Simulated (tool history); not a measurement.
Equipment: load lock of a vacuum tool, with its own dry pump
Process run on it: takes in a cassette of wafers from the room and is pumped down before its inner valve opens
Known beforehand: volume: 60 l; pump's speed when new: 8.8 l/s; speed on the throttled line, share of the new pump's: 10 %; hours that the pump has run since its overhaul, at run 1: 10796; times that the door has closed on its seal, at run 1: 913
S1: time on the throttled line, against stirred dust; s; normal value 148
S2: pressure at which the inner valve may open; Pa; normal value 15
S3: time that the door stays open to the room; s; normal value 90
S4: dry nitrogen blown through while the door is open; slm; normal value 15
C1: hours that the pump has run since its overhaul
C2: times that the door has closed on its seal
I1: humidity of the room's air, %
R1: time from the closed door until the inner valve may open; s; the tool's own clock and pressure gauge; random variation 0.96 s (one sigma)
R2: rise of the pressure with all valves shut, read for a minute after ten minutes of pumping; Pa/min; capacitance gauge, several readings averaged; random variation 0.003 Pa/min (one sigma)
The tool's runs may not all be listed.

run 1 hour=0.0 | S1=148 S2=15 S3=90 S4=15 | C1=10796 C2=913 | I1=45.6 | R1=201.1 R2=0.042
run 2 hour=481.9 | S1=148 S2=15 S3=90 S4=15 | C1=11278 C2=1723 | I1=45.3 | R1=199.1 R2=0.042
run 3 hour=865.5 | S1=148 S2=15 S3=90 S4=13 | C1=11661 C2=2367 | I1=45.6 | R1=201.8 R2=0.049
run 4 hour=1222.3 | S1=148 S2=15 S3=184 S4=13 | C1=12018 C2=2967 | I1=45.8 | R1=199.4 R2=0.065
run 5 hour=1788.0 | S1=148 S2=15 S3=184 S4=13 | C1=12584 C2=3918 | I1=43.0 | R1=201.6 R2=0.063
run 6 hour=2416.1 | S1=148 S2=27 S3=90 S4=15 | C1=13212 C2=4973 | I1=46.3 | R1=195.4 R2=0.046
run 7 hour=2731.7 | S1=148 S2=27 S3=90 S4=15 | C1=13528 C2=5504 | I1=47.8 | R1=194.4 R2=0.047
run 8 hour=3281.1 | S1=295 S2=26 S3=90 S4=5 | C1=14077 C2=6427 | I1=46.6 | R1=325.1 R2=0.061
-- hour=3740.0 dry pump taken out, an overhauled one fitted
run 9 hour=3850.8 | S1=295 S2=26 S3=90 S4=5 | C1=111 C2=7374 | I1=45.9 | R1=323.7 R2=0.066
run 10 hour=4388.1 | S1=295 S2=26 S3=90 S4=5 | C1=648 C2=8277 | I1=45.0 | R1=320.5 R2=0.061
run 11 hour=4806.6 | S1=201 S2=17 S3=90 S4=14 | C1=1067 C2=8981 | I1=45.9 | R1=239.5 R2=0.051
run 12 hour=5411.5 | S1=201 S2=17 S3=90 S4=14 | C1=1671 C2=9997 | I1=47.9 | R1=239.1 R2=0.052
run 13 hour=5820.3 | S1=259 S2=15 S3=98 S4=15 | C1=2080 C2=10684 | I1=46.2 | R1=293.2 R2=0.058

Some steps in R1 between neighbouring runs. How much of each would the tool show without its hidden state too (settings, what came in, random variation), and how much is left for the hidden state, with any gauge scatter that isn't in both results?
Hidden state at play: pump's speed, % of a new pump's; leak at the door's seal, Pa l/s; drift of the gauge itself on ready_s, %; drift of the gauge itself on rise_pa_min, %.
Run 7 -> 8: S1 148 -> 295, S2 27 -> 26, S4 15 -> 5. R1 +130.7 s: hidden state -2.4, all else +133.1.
Run 8 -> 9: dry pump taken out, an overhauled one fitted. R1 -1.4 s: hidden state -4.6, all else +3.2.
